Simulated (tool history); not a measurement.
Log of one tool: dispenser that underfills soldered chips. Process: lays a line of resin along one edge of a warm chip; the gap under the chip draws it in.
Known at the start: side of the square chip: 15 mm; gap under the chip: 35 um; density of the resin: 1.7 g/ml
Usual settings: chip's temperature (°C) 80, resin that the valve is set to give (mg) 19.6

run,hour,chip's temperature (°C),resin that the valve is set to give (mg),time until the resin shows at the far edge (s),resin that the valve gave (mg)
1,0,80,19.6,308.4,19.59
# hour 5.8: new syringe of resin
2,5.8,80,19.6,274.8,19.56
3,10.9,94,19.6,184.2,19.39
4,13.9,80,21.7,353.5,21.68
# hour 15.8: new syringe of resin
5,20.1,80,21.7,302.7,21.46
# hour 25.7: new syringe of resin
6,26.3,80,23.3,266.7,22.77
7,31.3,80,23.3,314.8,22.87
# hour 35.5: new syringe of resin
8,37.9,80,23.3,285.4,22.62
9,41.6,80,23.3,323.7,22.58
# hour 45.5: new syringe of resin
10,47.3,86,21.6,214.8,20.94
11,53.6,79,22.9,360.6,22.27
# hour 55.5: new syringe of resin
12,60.1,80,19.5,310.1,18.91
13,64.1,94,23.4,197.2,22.35
# hour 65.3: new syringe of resin
14,69.9,87,25.3,237.6,24.41
15,72.8,82,24.8,319.7,23.7
# hour 75.4: new syringe of resin
16,75.9,70,18,448.2,17.21
17,80.6,90,17.1,227.8,16
18,84.7,68,17.9,662.7,16.98

Forecast each of these 4 alternatives for the next run:
# hour 85.5: new syringe of resin
A,91.2,70,23.8,?,?
# hour 85.5: new syringe of resin
B,91.2,80,17.1,?,?
# hour 85.5: new syringe of resin
C,91.2,89,19.2,?,?
# hour 85.5: new syringe of resin
D,91.2,68,17.9,?,?

run,time until the resin shows at the far edge (s),resin that the valve gave (mg)
A,495.8,22.33
B,344.5,16.23
C,229.1,18.11
D,585,16.88
Without the tool's hidden state the same runs would have given:
run,time until the resin shows at the far edge (s),resin that the valve gave (mg)
A,394.8,23.69
B,270.3,17.21
C,181.4,19.21
D,459.6,17.89

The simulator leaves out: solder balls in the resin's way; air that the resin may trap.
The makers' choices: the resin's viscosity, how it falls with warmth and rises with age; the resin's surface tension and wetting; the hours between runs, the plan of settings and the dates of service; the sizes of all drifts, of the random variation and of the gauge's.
